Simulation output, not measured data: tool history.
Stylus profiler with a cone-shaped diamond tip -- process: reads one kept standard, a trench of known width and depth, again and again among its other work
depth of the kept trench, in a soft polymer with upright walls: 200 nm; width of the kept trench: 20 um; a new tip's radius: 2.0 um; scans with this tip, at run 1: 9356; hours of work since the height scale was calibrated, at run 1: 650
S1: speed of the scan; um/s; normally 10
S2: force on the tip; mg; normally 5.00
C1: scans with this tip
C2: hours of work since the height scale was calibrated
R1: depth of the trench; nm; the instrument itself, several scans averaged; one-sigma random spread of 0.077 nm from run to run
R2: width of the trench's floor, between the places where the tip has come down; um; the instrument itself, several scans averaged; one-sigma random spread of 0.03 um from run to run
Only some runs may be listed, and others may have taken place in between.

run,hour,S1,S2,C1,C2,R1,R2
1,0.0,10,5.00,9356,650,205.44,18.14
2,37.5,10,5.00,9779,679,205.36,18.18
# hour 62.7: new tip fitted, height scale calibrated
3,79.7,10,5.00,192,13,205.48,18.23
4,102.0,4,5.00,443,31,205.38,18.22
5,152.6,4,5.00,1015,70,205.41,18.28
6,199.9,4,5.00,1548,108,205.36,18.25
7,235.3,10,5.00,1947,135,205.58,18.21
8,263.2,10,5.00,2263,157,205.31,18.20
9,285.9,10,1.80,2519,175,202.68,18.24
10,334.0,10,2.40,3061,213,203.46,18.21
11,372.2,10,5.34,3493,243,205.54,18.21
12,415.1,2,5.00,3977,276,205.30,18.27
13,451.3,2,5.00,4385,305,205.32,18.29
14,486.4,10,5.00,4781,332,205.45,18.20
15,507.8,10,5.00,5023,349,205.39,18.24
16,541.3,10,5.00,5401,375,205.47,18.21
17,568.4,10,5.00,5707,396,205.32,18.24
18,591.9,10,5.00,5972,415,205.38,18.23
19,625.3,10,5.00,6348,441,205.31,18.19
20,673.0,17,5.00,6887,478,205.32,18.15
21,710.8,4,5.00,7314,508,205.40,18.20
22,742.0,12,5.00,7666,532,205.37,18.23
23,774.4,4,3.22,8031,558,203.91,18.23
24,816.5,22,3.35,8506,591,204.14,18.18
25,853.8,22,3.35,8928,620,204.27,18.22
26,884.7,4,3.18,9276,644,203.95,18.25
27,925.4,4,3.18,9735,676,203.77,18.26
28,950.8,4,12.32,10022,696,209.82,18.17
# hour 956.9: new tip fitted, height scale calibrated
29,981.1,4,13.75,273,19,210.50,18.27
30,1010.6,4,7.52,606,42,207.02,18.30
31,1055.0,4,7.52,1107,77,206.90,18.22
32,1082.2,5,1.96,1414,98,202.84,18.19

Hidden state at the last listed run before each entry between runs and at the first one after, where it differs:
After run 2, before run 3: new tip fitted, height scale calibrated (hour 62.7)
  radius of the tip, um: 2.08 -> 2; height scale over the true one, %: 0.005 -> 0.001
  measured less the result without the state, R2: -0.04 -> +0.00 um
After run 28, before run 29: new tip fitted, height scale calibrated (hour 956.9)
  radius of the tip, um: 2.08 -> 2; height scale over the true one, %: 0.006 -> 0
  measured less the result without the state, R2: -0.04 -> +0.00 um
